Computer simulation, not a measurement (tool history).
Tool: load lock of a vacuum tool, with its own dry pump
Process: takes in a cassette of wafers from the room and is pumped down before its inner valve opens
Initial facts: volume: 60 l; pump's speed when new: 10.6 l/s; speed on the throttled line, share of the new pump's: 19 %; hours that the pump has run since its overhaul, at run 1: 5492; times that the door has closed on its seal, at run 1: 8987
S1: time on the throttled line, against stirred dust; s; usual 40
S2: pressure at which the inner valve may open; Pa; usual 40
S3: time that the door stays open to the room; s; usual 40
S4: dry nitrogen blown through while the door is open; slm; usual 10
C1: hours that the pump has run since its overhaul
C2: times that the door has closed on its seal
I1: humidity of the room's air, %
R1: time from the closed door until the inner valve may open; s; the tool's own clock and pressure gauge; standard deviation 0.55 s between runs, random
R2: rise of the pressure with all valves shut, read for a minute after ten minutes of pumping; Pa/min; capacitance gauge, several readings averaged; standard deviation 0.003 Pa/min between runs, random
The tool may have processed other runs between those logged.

run 1 day=0 | S1=40 S2=40 S3=40 S4=10 | C1=5492 C2=8987 | I1=45.3 | R1=79.7 R2=0.053
run 2 day=3.842 | S1=40 S2=40 S3=40 S4=10 | C1=5584 C2=9346 | I1=49.3 | R1=78.4 R2=0.055
run 3 day=6.817 | S1=40 S2=40 S3=40 S4=10 | C1=5655 C2=9625 | I1=46 | R1=78 R2=0.049
run 4 day=10.442 | S1=40 S2=40 S3=40 S4=10 | C1=5742 C2=9963 | I1=45.3 | R1=78.9 R2=0.053
run 5 day=14.229 | S1=40 S2=40 S3=30 S4=10 | C1=5833 C2=10317 | I1=45.8 | R1=77.5 R2=0.05
run 6 day=17.388 | S1=40 S2=40 S3=40 S4=10 | C1=5909 C2=10613 | I1=46.7 | R1=78.7 R2=0.065
run 7 day=20.608 | S1=40 S2=40 S3=40 S4=10 | C1=5986 C2=10914 | I1=40.9 | R1=78.7 R2=0.056
run 8 day=23.458 | S1=40 S2=40 S3=40 S4=10 | C1=6054 C2=11180 | I1=44.8 | R1=78.6 R2=0.053
run 9 day=25.988 | S1=40 S2=40 S3=40 S4=5 | C1=6115 C2=11416 | I1=46.1 | R1=78.3 R2=0.066
run 10 day=30.371 | S1=35 S2=40 S3=40 S4=10 | C1=6220 C2=11826 | I1=46.1 | R1=75.8 R2=0.057
run 11 day=33.288 | S1=35 S2=40 S3=40 S4=10 | C1=6290 C2=12099 | I1=47.3 | R1=75 R2=0.056
run 12 day=35.671 | S1=35 S2=51 S3=40 S4=10 | C1=6348 C2=12321 | I1=45.4 | R1=73.3 R2=0.052
run 13 day=38.667 | S1=35 S2=51 S3=40 S4=10 | C1=6420 C2=12602 | I1=43.5 | R1=74 R2=0.055
run 14 day=43.562 | S1=40 S2=40 S3=40 S4=10 | C1=6537 C2=13059 | I1=47.8 | R1=79 R2=0.064
run 15 day=49.125 | S1=40 S2=40 S3=40 S4=10 | C1=6671 C2=13579 | I1=46.2 | R1=77.8 R2=0.061
run 16 day=54.133 | S1=40 S2=36 S3=49 S4=42 | C1=6791 C2=14047 | I1=40.9 | R1=79.4 R2=0.052
run 17 day=57.421 | S1=26 S2=58 S3=106 S4=10 | C1=6870 C2=14355 | I1=42.1 | R1=65.2 R2=0.087
run 18 day=60.546 | S1=40 S2=40 S3=40 S4=26 | C1=6945 C2=14647 | I1=41 | R1=78.6 R2=0.057
run 19 day=64.758 | S1=40 S2=40 S3=40 S4=26 | C1=7046 C2=15040 | I1=42.8 | R1=79.1 R2=0.057
run 20 day=70.171 | S1=40 S2=40 S3=40 S4=26 | C1=7176 C2=15546 | I1=42.5 | R1=79.8 R2=0.057
run 21 day=75.846 | S1=40 S2=40 S3=40 S4=26 | C1=7312 C2=16077 | I1=46.4 | R1=79.2 R2=0.065
run 22 day=79.638 | S1=24 S2=30 S3=40 S4=10 | C1=7403 C2=16431 | I1=46.3 | R1=67.7 R2=0.064
run 23 day=84.138 | S1=24 S2=30 S3=40 S4=10 | C1=7511 C2=16852 | I1=46.7 | R1=69.3 R2=0.075
run 24 day=86.558 | S1=40 S2=74 S3=40 S4=4 | C1=7569 C2=17078 | I1=45 | R1=75.4 R2=0.074
run 25 day=91.396 | S1=44 S2=43 S3=136 S4=37 | C1=7685 C2=17530 | I1=44.7 | R1=81.1 R2=0.076
run 26 day=94.217 | S1=32 S2=43 S3=71 S4=39 | C1=7753 C2=17794 | I1=39.7 | R1=71.6 R2=0.064
run 27 day=96.717 | S1=32 S2=43 S3=71 S4=39 | C1=7813 C2=18028 | I1=45.9 | R1=72.4 R2=0.067

Here are 4 independent what-if runs from the current tool condition. What would each one return?
run A day=102.242 | S1=32 S2=40 S3=71 S4=10 | C1=7945 C2=18544 | I1=45.8 | R1=? R2=?
run B day=102.242 | S1=25 S2=40 S3=68 S4=10 | C1=7945 C2=18544 | I1=44.8 | R1=? R2=?
run C day=102.242 | S1=32 S2=38 S3=112 S4=39 | C1=7945 C2=18544 | I1=44.3 | R1=? R2=?
run D day=102.242 | S1=32 S2=34 S3=172 S4=32 | C1=7945 C2=18544 | I1=46.1 | R1=? R2=?

run=A R1=72.6 R2=0.092
run=B R1=67.5 R2=0.091
run=C R1=73.4 R2=0.081
run=D R1=74 R2=0.097
Stripped of hidden state, with their random variation kept, the same runs would have yielded:
run=A R1=70.5 R2=0.047
run=B R1=65.3 R2=0.046
run=C R1=71.2 R2=0.036
run=D R1=71.7 R2=0.052
